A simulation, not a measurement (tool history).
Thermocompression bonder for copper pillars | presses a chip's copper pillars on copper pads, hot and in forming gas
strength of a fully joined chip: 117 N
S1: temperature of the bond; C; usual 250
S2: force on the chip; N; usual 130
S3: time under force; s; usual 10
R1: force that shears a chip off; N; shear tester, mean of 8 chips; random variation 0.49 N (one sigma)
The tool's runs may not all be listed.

run	hour	S1	S2	S3	R1
1	0	250	130	10	56.7
2	29.8	250	130	10	56.8
3	53.7	250	130	10	57.3
4	78.5	250	130	10	56.9
5	108.1	235	130	10	49
6	128.7	235	130	10	48.5
7	159.8	235	130	10	48.4
8	180.8	235	130	10	48.5
9	209.2	250	130	9	54.5
10	237.7	250	130	10	56.7
11	256.1	250	130	10	58
12	282.3	250	130	10	57.2
13	313.7	250	105	10	50.3
14	333.5	250	105	10	50.6
15	354.6	250	130	10	57.4
16	382.3	250	130	10	57.3
17	413	250	130	10	57.3
18	428.1	250	130	10	56.4
19	460	250	130	10	57.3
20	481.7	250	130	10	57.8
21	513.6	266	161	28	95.5
22	536.1	266	161	28	94.6
23	550.5	266	161	28	95.2
24	565.9	244	179	10	64
25	596.6	244	179	10	63.6
26	615.3	233	130	28	68.2
27	634.5	223	96	28	50.9
28	663.1	223	159	5	35
29	683.7	223	159	5	35
30	701.7	258	168	6	60.3
31	732.3	221	105	18	44
32	756.8	221	105	18	45.2
33	776	232	162	7	47
34	800.2	232	162	7	46.6
35	817.7	256	109	7	48.9
36	843.3	239	109	7	39.7
37	868.7	262	84	11	52.8
38	895.3	256	192	18	87.1
39	915.4	256	118	18	70.3
40	932.8	256	118	9	55.6

Not shown: 4 entries that the log had between the listed runs. Between which runs, and how does the tool's hidden state differ before and after?
Between runs 2 and 3: forming gas filter changed (hour 52.1)
  true temperature of the bond over the reading, C: 0 -> 0.1; force that reaches the chip, % of what is set: 100 -> 100.1; oxide that the forming gas leaves, % of the face: 0.59 -> 0.5
Between runs 12 and 13: forming gas filter changed (hour 304.4)
  oxide that the forming gas leaves, % of the face: 0.59 -> 0.5
Between runs 23 and 24: forming gas filter changed (hour 556.8)
  oxide that the forming gas leaves, % of the face: 0.6 -> 0.51
Between runs 34 and 35: forming gas filter changed (hour 808.2)
  oxide that the forming gas leaves, % of the face: 0.6 -> 0.51
